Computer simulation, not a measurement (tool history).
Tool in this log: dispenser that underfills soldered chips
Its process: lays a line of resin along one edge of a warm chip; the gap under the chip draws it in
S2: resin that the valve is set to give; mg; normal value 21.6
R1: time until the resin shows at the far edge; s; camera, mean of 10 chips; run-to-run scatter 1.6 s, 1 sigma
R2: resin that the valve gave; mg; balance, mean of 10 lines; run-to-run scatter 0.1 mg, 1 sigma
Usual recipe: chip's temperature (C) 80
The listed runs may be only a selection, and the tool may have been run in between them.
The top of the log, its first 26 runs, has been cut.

{"run": 27, "day": 4.612, "chip's temperature (C)": 79, "S2": 18.5, "R1": 191.7, "R2": 17.31}
{"run": 28, "day": 4.738, "chip's temperature (C)": 76, "S2": 20.5, "R1": 223.7, "R2": 19.23}
{"day": 4.825, "done": "new syringe of resin"}
{"run": 29, "day": 4.912, "chip's temperature (C)": 95, "S2": 23.7, "R1": 103.3, "R2": 22.19}
{"run": 30, "day": 5.071, "chip's temperature (C)": 95, "S2": 23.7, "R1": 113.4, "R2": 22.19}
{"run": 31, "day": 5.175, "chip's temperature (C)": 95, "S2": 23.7, "R1": 122, "R2": 21.88}
{"day": 5.225, "done": "new syringe of resin"}
{"run": 32, "day": 5.346, "chip's temperature (C)": 95, "S2": 26.3, "R1": 102.4, "R2": 24.46}
{"run": 33, "day": 5.529, "chip's temperature (C)": 87, "S2": 26.9, "R1": 150.2, "R2": 24.77}
{"day": 5.625, "done": "new syringe of resin"}
{"run": 34, "day": 5.679, "chip's temperature (C)": 87, "S2": 26.9, "R1": 131, "R2": 24.9}
{"run": 35, "day": 5.85, "chip's temperature (C)": 87, "S2": 26.9, "R1": 142.1, "R2": 24.73}
{"run": 36, "day": 5.979, "chip's temperature (C)": 78, "S2": 27.1, "R1": 208.3, "R2": 25.12}
{"day": 6.029, "done": "new syringe of resin"}
{"run": 37, "day": 6.221, "chip's temperature (C)": 78, "S2": 27.1, "R1": 189.2, "R2": 24.73}

What if the next run were any one of these 3? Each begins from the tool's condition after run 37:
{"run": "A", "day": 6.383, "chip's temperature (C)": 86, "S2": 21.6, "R1": "?", "R2": "?"}
{"run": "B", "day": 6.383, "chip's temperature (C)": 81, "S2": 26.4, "R1": "?", "R2": "?"}
{"run": "C", "day": 6.383, "chip's temperature (C)": 80, "S2": 27.4, "R1": "?", "R2": "?"}

run=A R1=162.3 R2=19.75
run=B R1=189.8 R2=24.35
run=C R1=194.2 R2=25.1
With no hidden state in the tool, these same runs would have given:
run=A R1=131.4 R2=21.54
run=B R1=155 R2=26.55
run=C R1=158.6 R2=27.37

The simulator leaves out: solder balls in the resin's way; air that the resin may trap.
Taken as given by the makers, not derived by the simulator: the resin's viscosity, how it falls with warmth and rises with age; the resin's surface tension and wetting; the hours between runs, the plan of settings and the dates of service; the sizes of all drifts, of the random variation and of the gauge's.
